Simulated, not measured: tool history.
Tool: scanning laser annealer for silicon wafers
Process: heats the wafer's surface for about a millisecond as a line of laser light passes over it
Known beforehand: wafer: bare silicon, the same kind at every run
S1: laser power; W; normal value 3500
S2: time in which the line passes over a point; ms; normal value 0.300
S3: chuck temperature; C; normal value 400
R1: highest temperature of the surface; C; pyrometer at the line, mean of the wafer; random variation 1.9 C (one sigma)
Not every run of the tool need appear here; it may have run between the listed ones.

{"run": 1, "hour": 0.0, "S1": 3500, "S2": 0.3, "S3": 400, "R1": 1211}
{"run": 2, "hour": 32.3, "S1": 3151, "S2": 0.3, "S3": 400, "R1": 1116}
{"run": 3, "hour": 54.4, "S1": 3151, "S2": 0.3, "S3": 400, "R1": 1116}
{"run": 4, "hour": 86.3, "S1": 3151, "S2": 0.3, "S3": 400, "R1": 1114}
{"run": 5, "hour": 108.4, "S1": 3500, "S2": 0.3, "S3": 400, "R1": 1204}
{"run": 6, "hour": 138.9, "S1": 3500, "S2": 0.3, "S3": 400, "R1": 1204}
{"run": 7, "hour": 173.2, "S1": 3500, "S2": 0.3, "S3": 400, "R1": 1203}
{"run": 8, "hour": 190.9, "S1": 3500, "S2": 0.3, "S3": 400, "R1": 1197}
{"run": 9, "hour": 224.2, "S1": 3500, "S2": 0.3, "S3": 366, "R1": 1164}
{"run": 10, "hour": 255.3, "S1": 3500, "S2": 0.3, "S3": 440, "R1": 1237}
{"run": 11, "hour": 287.7, "S1": 3500, "S2": 0.3, "S3": 400, "R1": 1192}
{"run": 12, "hour": 317.0, "S1": 3500, "S2": 0.3, "S3": 400, "R1": 1189}
{"run": 13, "hour": 335.5, "S1": 3500, "S2": 0.3, "S3": 400, "R1": 1190}
{"run": 14, "hour": 363.6, "S1": 3500, "S2": 0.3, "S3": 400, "R1": 1188}
{"run": 15, "hour": 393.6, "S1": 3500, "S2": 0.3, "S3": 400, "R1": 1184}
{"run": 16, "hour": 427.7, "S1": 3186, "S2": 0.3, "S3": 400, "R1": 1100}
{"run": 17, "hour": 444.1, "S1": 3186, "S2": 0.3, "S3": 400, "R1": 1103}
{"run": 18, "hour": 460.5, "S1": 3500, "S2": 0.301, "S3": 400, "R1": 1180}
{"run": 19, "hour": 485.0, "S1": 3500, "S2": 0.301, "S3": 400, "R1": 1179}
{"run": 20, "hour": 517.5, "S1": 3500, "S2": 0.301, "S3": 400, "R1": 1178}
{"run": 21, "hour": 542.4, "S1": 3500, "S2": 0.301, "S3": 400, "R1": 1174}
{"run": 22, "hour": 557.0, "S1": 3548, "S2": 0.281, "S3": 400, "R1": 1161}
{"run": 23, "hour": 583.6, "S1": 3548, "S2": 0.281, "S3": 411, "R1": 1170}
{"run": 24, "hour": 606.6, "S1": 3061, "S2": 0.314, "S3": 370, "R1": 1043}
{"run": 25, "hour": 623.1, "S1": 3248, "S2": 0.216, "S3": 396, "R1": 993}
{"run": 26, "hour": 651.1, "S1": 3734, "S2": 0.247, "S3": 427, "R1": 1174}
{"hour": 659.2, "done": "optics aligned, line set to its width"}
{"run": 27, "hour": 684.8, "S1": 3734, "S2": 0.247, "S3": 427, "R1": 1166}
{"run": 28, "hour": 712.8, "S1": 3435, "S2": 0.3, "S3": 400, "R1": 1138}
{"run": 29, "hour": 726.9, "S1": 3017, "S2": 0.25, "S3": 419, "R1": 1001}
{"hour": 746.6, "done": "optics aligned, line set to its width, once more"}
{"hour": 748.6, "done": "window over the wafer cleaned"}
{"run": 30, "hour": 754.7, "S1": 3223, "S2": 0.228, "S3": 410, "R1": 1047}
{"run": 31, "hour": 784.3, "S1": 3122, "S2": 0.3, "S3": 400, "R1": 1113}
{"run": 32, "hour": 813.8, "S1": 3505, "S2": 0.222, "S3": 406, "R1": 1101}
{"run": 33, "hour": 847.5, "S1": 3505, "S2": 0.287, "S3": 433, "R1": 1222}
{"run": 34, "hour": 862.3, "S1": 3505, "S2": 0.287, "S3": 433, "R1": 1225}
{"run": 35, "hour": 894.8, "S1": 3612, "S2": 0.245, "S3": 420, "R1": 1172}

Run 36 comes next. What will it give?
{"run": 36, "hour": 910.9, "S1": 3612, "S2": 0.245, "S3": 420, "R1": "?"}

For run 36 the tool returned R1 1171 C.
Take away the tool's hidden state, keep the run-to-run variation as it was, and the same run would have given R1 1188 C.
